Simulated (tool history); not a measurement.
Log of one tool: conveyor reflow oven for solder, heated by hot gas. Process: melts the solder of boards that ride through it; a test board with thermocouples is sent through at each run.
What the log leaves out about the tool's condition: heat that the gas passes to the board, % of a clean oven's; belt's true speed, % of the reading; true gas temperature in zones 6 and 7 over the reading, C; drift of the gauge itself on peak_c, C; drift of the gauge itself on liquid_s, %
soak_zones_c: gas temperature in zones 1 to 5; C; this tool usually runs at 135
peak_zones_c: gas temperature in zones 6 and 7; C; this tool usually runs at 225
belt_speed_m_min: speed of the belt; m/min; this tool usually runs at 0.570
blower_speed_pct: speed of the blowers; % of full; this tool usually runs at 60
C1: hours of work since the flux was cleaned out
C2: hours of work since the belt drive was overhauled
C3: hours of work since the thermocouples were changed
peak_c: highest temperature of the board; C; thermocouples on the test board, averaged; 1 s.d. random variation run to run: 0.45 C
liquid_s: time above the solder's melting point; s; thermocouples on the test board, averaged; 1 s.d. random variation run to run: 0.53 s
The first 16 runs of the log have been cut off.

Run 17, day 6.096: usual settings but soak_zones_c 142 C, peak_zones_c 233 C; C1 11; C2 194; C3 617. Result: peak_c 211.6 C, liquid_s 52.6 s.
Run 18, day 6.500: usual settings but soak_zones_c 142 C, peak_zones_c 216 C, blower_speed_pct 78 % of full; C1 16; C2 199; C3 622. Result: peak_c 201.3 C, liquid_s 42.5 s.
Run 19, day 6.842: usual settings but soak_zones_c 127 C, peak_zones_c 231 C, blower_speed_pct 70 % of full; C1 21; C2 203; C3 627. Result: peak_c 208.6 C, liquid_s 45.3 s.
Run 20, day 7.325: usual settings but soak_zones_c 127 C, peak_zones_c 231 C, blower_speed_pct 70 % of full; C1 27; C2 209; C3 633. Result: peak_c 209.0 C, liquid_s 46.2 s.
Run 21, day 7.846: usual settings but soak_zones_c 139 C, peak_zones_c 231 C, blower_speed_pct 70 % of full; C1 33; C2 216; C3 639. Result: peak_c 211.9 C, liquid_s 51.9 s.
Run 22, day 8.288: usual settings but soak_zones_c 121 C, peak_zones_c 231 C, belt_speed_m_min 0.469 m/min, blower_speed_pct 64 % of full; C1 39; C2 221; C3 644. Result: peak_c 213.2 C, liquid_s 57.9 s.
Run 23, day 8.833: usual settings but soak_zones_c 121 C, peak_zones_c 231 C, belt_speed_m_min 0.469 m/min, blower_speed_pct 64 % of full; C1 45; C2 228; C3 651. Result: peak_c 212.5 C, liquid_s 58.8 s.
Run 24, day 9.317: usual settings but peak_zones_c 236 C, belt_speed_m_min 0.573 m/min, blower_speed_pct 59 % of full; C1 51; C2 234; C3 657. Result: peak_c 211.4 C, liquid_s 47.9 s.
Run 25, day 9.712: usual settings but soak_zones_c 149 C, peak_zones_c 236 C, belt_speed_m_min 0.633 m/min, blower_speed_pct 59 % of full; C1 56; C2 239; C3 662. Result: peak_c 211.0 C, liquid_s 47.5 s.
Run 26, day 10.192: usual settings but soak_zones_c 143 C, peak_zones_c 227 C, belt_speed_m_min 0.600 m/min, blower_speed_pct 50 % of full; C1 62; C2 245; C3 668. Result: peak_c 201.4 C, liquid_s 38.5 s.
Run 27, day 10.554: usual settings but soak_zones_c 122 C, peak_zones_c 216 C, blower_speed_pct 55 % of full; C1 67; C2 249; C3 673. Result: peak_c 191.9 C, liquid_s 18.0 s.
Run 28, day 10.938: usual settings but peak_zones_c 226 C, belt_speed_m_min 0.647 m/min, blower_speed_pct 57 % of full; C1 71; C2 254; C3 677. Result: peak_c 197.8 C, liquid_s 28.2 s.
Run 29, day 11.262: usual settings but peak_zones_c 226 C, belt_speed_m_min 0.647 m/min, blower_speed_pct 57 % of full; C1 75; C2 258; C3 681. Result: peak_c 198.1 C, liquid_s 27.8 s.
Run 30, day 11.542: usual settings but peak_zones_c 226 C, belt_speed_m_min 0.647 m/min, blower_speed_pct 52 % of full; C1 79; C2 261; C3 685. Result: peak_c 196.4 C, liquid_s 25.3 s.

Alternative continuations, all from the tool just after run 30; predict every row:
Run A, day 11.925: usual settings but peak_zones_c 226 C, belt_speed_m_min 0.647 m/min, blower_speed_pct 61 % of full; C1 84; C2 266; C3 689. Result: peak_c ?, liquid_s ?.
Run B, day 11.925: usual settings but blower_speed_pct 83 % of full; C1 84; C2 266; C3 689. Result: peak_c ?, liquid_s ?.
Run C, day 11.925: usual settings but peak_zones_c 216 C, belt_speed_m_min 0.548 m/min, blower_speed_pct 54 % of full; C1 84; C2 266; C3 689. Result: peak_c ?, liquid_s ?.
Run D, day 11.925: usual settings but peak_zones_c 215 C, belt_speed_m_min 0.645 m/min, blower_speed_pct 51 % of full; C1 84; C2 266; C3 689. Result: peak_c ?, liquid_s ?.

run  peak_c  liquid_s
  A   199.9      30.8
  B   207.6      47.7
  C   194.8      30.2
  D   187.6      10.0
With no hidden state in the tool, these same runs would have given:
run  peak_c  liquid_s
  A   202.5      33.7
  B   210.5      50.1
  C   197.4      34.2
  D   190.0      14.5
